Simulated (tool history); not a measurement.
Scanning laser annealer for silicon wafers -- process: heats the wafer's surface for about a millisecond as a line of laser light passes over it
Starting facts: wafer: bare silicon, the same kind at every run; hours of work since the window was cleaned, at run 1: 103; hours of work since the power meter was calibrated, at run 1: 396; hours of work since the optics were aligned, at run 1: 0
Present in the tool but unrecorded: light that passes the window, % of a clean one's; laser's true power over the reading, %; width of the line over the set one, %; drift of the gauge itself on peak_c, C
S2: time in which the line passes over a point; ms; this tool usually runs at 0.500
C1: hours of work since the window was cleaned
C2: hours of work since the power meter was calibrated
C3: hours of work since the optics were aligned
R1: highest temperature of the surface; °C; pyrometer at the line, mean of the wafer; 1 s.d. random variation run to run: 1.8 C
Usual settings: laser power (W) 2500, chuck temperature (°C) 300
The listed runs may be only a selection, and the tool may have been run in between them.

{"run": 1, "day": 0.0, "laser power (W)": 2500, "S2": 0.5, "chuck temperature (°C)": 300, "C1": 103, "C2": 396, "C3": 0, "R1": 1064}
{"run": 2, "day": 0.742, "laser power (W)": 2500, "S2": 0.5, "chuck temperature (°C)": 300, "C1": 114, "C2": 407, "C3": 11, "R1": 1068}
{"run": 3, "day": 1.375, "laser power (W)": 2500, "S2": 0.5, "chuck temperature (°C)": 300, "C1": 124, "C2": 417, "C3": 21, "R1": 1062}
{"run": 4, "day": 2.2, "laser power (W)": 2500, "S2": 0.5, "chuck temperature (°C)": 300, "C1": 136, "C2": 429, "C3": 33, "R1": 1061}
{"run": 5, "day": 2.892, "laser power (W)": 2500, "S2": 0.5, "chuck temperature (°C)": 300, "C1": 147, "C2": 439, "C3": 44, "R1": 1062}
{"run": 6, "day": 3.65, "laser power (W)": 2500, "S2": 0.5, "chuck temperature (°C)": 300, "C1": 158, "C2": 451, "C3": 55, "R1": 1059}
{"run": 7, "day": 4.233, "laser power (W)": 2500, "S2": 0.5, "chuck temperature (°C)": 300, "C1": 167, "C2": 460, "C3": 64, "R1": 1059}
{"run": 8, "day": 4.988, "laser power (W)": 2500, "S2": 0.352, "chuck temperature (°C)": 300, "C1": 179, "C2": 471, "C3": 76, "R1": 949}
{"run": 9, "day": 5.65, "laser power (W)": 2500, "S2": 0.352, "chuck temperature (°C)": 300, "C1": 189, "C2": 481, "C3": 86, "R1": 951}
{"run": 10, "day": 6.175, "laser power (W)": 2500, "S2": 0.352, "chuck temperature (°C)": 300, "C1": 197, "C2": 489, "C3": 93, "R1": 947}
{"run": 11, "day": 6.692, "laser power (W)": 2500, "S2": 0.352, "chuck temperature (°C)": 300, "C1": 204, "C2": 497, "C3": 101, "R1": 949}
{"run": 12, "day": 7.121, "laser power (W)": 2500, "S2": 0.352, "chuck temperature (°C)": 300, "C1": 211, "C2": 504, "C3": 108, "R1": 945}
{"run": 13, "day": 7.942, "laser power (W)": 2500, "S2": 0.5, "chuck temperature (°C)": 300, "C1": 223, "C2": 516, "C3": 120, "R1": 1061}
{"run": 14, "day": 8.592, "laser power (W)": 2353, "S2": 0.5, "chuck temperature (°C)": 300, "C1": 233, "C2": 526, "C3": 130, "R1": 1008}
{"run": 15, "day": 9.383, "laser power (W)": 2353, "S2": 0.5, "chuck temperature (°C)": 300, "C1": 245, "C2": 538, "C3": 142, "R1": 1009}
{"run": 16, "day": 9.983, "laser power (W)": 2500, "S2": 0.448, "chuck temperature (°C)": 300, "C1": 254, "C2": 547, "C3": 151, "R1": 1018}
{"run": 17, "day": 10.471, "laser power (W)": 2500, "S2": 0.448, "chuck temperature (°C)": 300, "C1": 262, "C2": 554, "C3": 159, "R1": 1019}
{"day": 10.742, "done": "optics aligned, line set to its width"}
{"run": 18, "day": 11.108, "laser power (W)": 2500, "S2": 0.448, "chuck temperature (°C)": 300, "C1": 268, "C2": 561, "C3": 6, "R1": 1020}
{"run": 19, "day": 11.504, "laser power (W)": 2500, "S2": 0.448, "chuck temperature (°C)": 300, "C1": 274, "C2": 567, "C3": 12, "R1": 1019}
{"run": 20, "day": 12.046, "laser power (W)": 2559, "S2": 0.448, "chuck temperature (°C)": 300, "C1": 282, "C2": 575, "C3": 20, "R1": 1034}
{"run": 21, "day": 12.517, "laser power (W)": 2408, "S2": 0.511, "chuck temperature (°C)": 298, "C1": 289, "C2": 582, "C3": 27, "R1": 1028}
{"run": 22, "day": 12.983, "laser power (W)": 2316, "S2": 0.373, "chuck temperature (°C)": 338, "C1": 296, "C2": 589, "C3": 34, "R1": 947}
{"day": 13.783, "done": "optics aligned, line set to its width, once more"}
{"run": 23, "day": 13.992, "laser power (W)": 2500, "S2": 0.589, "chuck temperature (°C)": 336, "C1": 309, "C2": 601, "C3": 3, "R1": 1148}
{"run": 24, "day": 14.638, "laser power (W)": 2163, "S2": 0.533, "chuck temperature (°C)": 290, "C1": 318, "C2": 611, "C3": 13, "R1": 958}
{"run": 25, "day": 15.4, "laser power (W)": 2163, "S2": 0.533, "chuck temperature (°C)": 290, "C1": 330, "C2": 623, "C3": 24, "R1": 957}
{"run": 26, "day": 16.008, "laser power (W)": 2310, "S2": 0.533, "chuck temperature (°C)": 290, "C1": 339, "C2": 632, "C3": 34, "R1": 1003}
{"run": 27, "day": 16.817, "laser power (W)": 2310, "S2": 0.533, "chuck temperature (°C)": 290, "C1": 351, "C2": 644, "C3": 46, "R1": 1002}
{"run": 28, "day": 17.583, "laser power (W)": 2440, "S2": 0.515, "chuck temperature (°C)": 300, "C1": 363, "C2": 656, "C3": 58, "R1": 1038}
{"run": 29, "day": 18.15, "laser power (W)": 2601, "S2": 0.389, "chuck temperature (°C)": 290, "C1": 372, "C2": 664, "C3": 66, "R1": 985}
{"run": 30, "day": 18.938, "laser power (W)": 2456, "S2": 0.5, "chuck temperature (°C)": 300, "C1": 383, "C2": 676, "C3": 78, "R1": 1034}
{"run": 31, "day": 19.708, "laser power (W)": 2424, "S2": 0.422, "chuck temperature (°C)": 300, "C1": 395, "C2": 688, "C3": 90, "R1": 972}
{"run": 32, "day": 20.25, "laser power (W)": 2424, "S2": 0.422, "chuck temperature (°C)": 300, "C1": 403, "C2": 696, "C3": 98, "R1": 969}
{"run": 33, "day": 20.812, "laser power (W)": 2500, "S2": 0.538, "chuck temperature (°C)": 300, "C1": 412, "C2": 705, "C3": 106, "R1": 1071}
{"run": 34, "day": 21.204, "laser power (W)": 2500, "S2": 0.507, "chuck temperature (°C)": 334, "C1": 418, "C2": 711, "C3": 112, "R1": 1082}
{"run": 35, "day": 21.717, "laser power (W)": 2372, "S2": 0.507, "chuck temperature (°C)": 332, "C1": 426, "C2": 718, "C3": 120, "R1": 1041}
{"run": 36, "day": 22.279, "laser power (W)": 2372, "S2": 0.507, "chuck temperature (°C)": 332, "C1": 434, "C2": 727, "C3": 129, "R1": 1043}
{"run": 37, "day": 22.783, "laser power (W)": 2372, "S2": 0.507, "chuck temperature (°C)": 332, "C1": 442, "C2": 734, "C3": 136, "R1": 1043}
{"run": 38, "day": 23.371, "laser power (W)": 2372, "S2": 0.507, "chuck temperature (°C)": 332, "C1": 451, "C2": 743, "C3": 145, "R1": 1041}
{"run": 39, "day": 24.112, "laser power (W)": 2721, "S2": 0.5, "chuck temperature (°C)": 278, "C1": 462, "C2": 755, "C3": 156, "R1": 1088}
{"run": 40, "day": 24.675, "laser power (W)": 2649, "S2": 0.418, "chuck temperature (°C)": 263, "C1": 470, "C2": 763, "C3": 165, "R1": 992}

Hidden condition of the tool, last listed run before each entry between runs versus first listed run after:
Logged between run 17 and run 18: optics aligned, line set to its width (day 10.742)
  light that passes the window, % of a clean one's: 97.88 -> 97.82; width of the line over the set one, %: 0.37 -> 0.47
  measured value less the no-hidden-state value, R1: -13 -> -14 °C
Logged between run 22 and run 23: optics aligned, line set to its width, once more (day 13.783)
  light that passes the window, % of a clean one's: 97.61 -> 97.51; laser's true power over the reading, %: 0.63 -> 0.64; width of the line over the set one, %: 0.53 -> 0.06
  measured value less the no-hidden-state value, R1: -14 -> -16 °C
